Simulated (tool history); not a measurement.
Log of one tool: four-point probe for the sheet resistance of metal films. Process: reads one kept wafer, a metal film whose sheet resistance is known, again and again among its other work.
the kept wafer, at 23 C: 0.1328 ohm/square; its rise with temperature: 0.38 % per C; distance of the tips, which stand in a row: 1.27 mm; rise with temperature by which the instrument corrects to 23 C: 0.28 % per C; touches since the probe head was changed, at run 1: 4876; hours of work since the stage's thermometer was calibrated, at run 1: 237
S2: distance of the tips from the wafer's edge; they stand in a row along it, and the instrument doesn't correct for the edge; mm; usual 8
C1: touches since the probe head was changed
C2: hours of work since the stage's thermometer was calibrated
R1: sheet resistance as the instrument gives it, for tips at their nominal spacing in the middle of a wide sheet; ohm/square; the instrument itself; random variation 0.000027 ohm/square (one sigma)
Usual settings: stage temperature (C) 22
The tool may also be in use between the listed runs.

Run 1, hour 0: usual settings; C1 4876; C2 237. Result: R1 0.134836 ohm/square.
Run 2, hour 67: usual settings; C1 7311; C2 277. Result: R1 0.134904 ohm/square.
Run 3, hour 137.8: usual settings; C1 9883; C2 318. Result: R1 0.134886 ohm/square.
Run 4, hour 197.4: usual settings; C1 12046; C2 353. Result: R1 0.134937 ohm/square.
Run 5, hour 251.5: usual settings; C1 14014; C2 385. Result: R1 0.13495 ohm/square.
Run 6, hour 290.4: usual settings but stage temperature (C) 20; C1 15424; C2 408. Result: R1 0.134778 ohm/square.
Run 7, hour 334.7: usual settings but S2 20 mm; C1 17034; C2 434. Result: R1 0.133457 ohm/square.
Run 8, hour 366.7: usual settings but S2 20 mm; C1 18199; C2 453. Result: R1 0.133467 ohm/square.
Run 9, hour 405.5: usual settings but S2 20 mm; C1 19606; C2 476. Result: R1 0.13353 ohm/square.
Run 10, hour 459.8: usual settings but S2 20 mm; C1 21581; C2 508. Result: R1 0.133512 ohm/square.
Run 11, hour 519.9: usual settings but S2 20 mm; C1 23764; C2 543. Result: R1 0.13357 ohm/square.
Run 12, hour 589: usual settings but S2 20 mm; C1 26274; C2 583. Result: R1 0.13358 ohm/square.
Run 13, hour 637.4: usual settings but S2 20 mm; C1 28030; C2 612. Result: R1 0.133573 ohm/square.
Run 14, hour 701.4: usual settings; C1 30358; C2 649. Result: R1 0.135132 ohm/square.
Run 15, hour 763.5: usual settings; C1 32612; C2 686. Result: R1 0.135172 ohm/square.
Run 16, hour 799.1: usual settings; C1 33905; C2 707. Result: R1 0.135124 ohm/square.
Run 17, hour 863.8: usual settings; C1 36258; C2 745. Result: R1 0.135101 ohm/square.
Run 18, hour 916.9: usual settings but S2 3 mm; C1 38184; C2 776. Result: R1 0.145062 ohm/square.
Run 19, hour 969.7: usual settings but stage temperature (C) 30, S2 45 mm; C1 40103; C2 807. Result: R1 0.134441 ohm/square.
Run 20, hour 1024.8: usual settings but stage temperature (C) 26, S2 9 mm; C1 42106; C2 839. Result: R1 0.135376 ohm/square.
Run 21, hour 1059: usual settings but stage temperature (C) 25, S2 9 mm; C1 43348; C2 859. Result: R1 0.13519 ohm/square.
Run 22, hour 1111.2: usual settings but stage temperature (C) 31, S2 16 mm; C1 45246; C2 890. Result: R1 0.135033 ohm/square.
Run 23, hour 1176.4: usual settings but stage temperature (C) 30, S2 72 mm; C1 47613; C2 928. Result: R1 0.134429 ohm/square.
Run 24, hour 1232.4: usual settings but stage temperature (C) 30, S2 54 mm; C1 49648; C2 961. Result: R1 0.134512 ohm/square.
Run 25, hour 1282.1: usual settings but stage temperature (C) 30, S2 54 mm; C1 51452; C2 990. Result: R1 0.134515 ohm/square.
Run 26, hour 1322.1: usual settings but stage temperature (C) 30; C1 52907; C2 1014. Result: R1 0.136282 ohm/square.
Run 27, hour 1362.8: usual settings but stage temperature (C) 30; C1 54385; C2 1038. Result: R1 0.136341 ohm/square.
Run 28, hour 1407.8: usual settings but stage temperature (C) 34, S2 40 mm; C1 56018; C2 1064. Result: R1 0.135077 ohm/square.
Run 29, hour 1458.4: usual settings but stage temperature (C) 34, S2 40 mm; C1 57859; C2 1094. Result: R1 0.135116 ohm/square.
Run 30, hour 1493.4: usual settings but stage temperature (C) 25; C1 59127; C2 1115. Result: R1 0.135723 ohm/square.
Run 31, hour 1527.2: usual settings but stage temperature (C) 25, S2 45 mm; C1 60356; C2 1134. Result: R1 0.13403 ohm/square.
Run 32, hour 1583.4: usual settings but stage temperature (C) 21, S2 4 mm; C1 62398; C2 1167. Result: R1 0.140313 ohm/square.
Run 33, hour 1630.1: usual settings but stage temperature (C) 29, S2 19 mm; C1 64094; C2 1195. Result: R1 0.134786 ohm/square.
Run 34, hour 1689.1: usual settings but stage temperature (C) 29, S2 19 mm; C1 66238; C2 1229. Result: R1 0.13474 ohm/square.

5 ways to go on from here, each from the tool as it stands after run 34. What would each give?
Run A, hour 1720.4: usual settings but stage temperature (C) 31, S2 74 mm; C1 67377; C2 1248. Result: R1 ?.
Run B, hour 1720.4: usual settings but stage temperature (C) 27, S2 29 mm; C1 67377; C2 1248. Result: R1 ?.
Run C, hour 1720.4: usual settings but S2 23 mm; C1 67377; C2 1248. Result: R1 ?.
Run D, hour 1720.4: usual settings but stage temperature (C) 33, S2 69 mm; C1 67377; C2 1248. Result: R1 ?.
Run E, hour 1720.4: usual settings but stage temperature (C) 34; C1 67377; C2 1248. Result: R1 ?.

run        R1
  A  0.134768
  B  0.134452
  C  0.133898
  D  0.134966
  E  0.136935
Without the tool's hidden state the same runs would have given:
run        R1
  A  0.133788
  B  0.133476
  C  0.132928
  D  0.133983
  E  0.135939
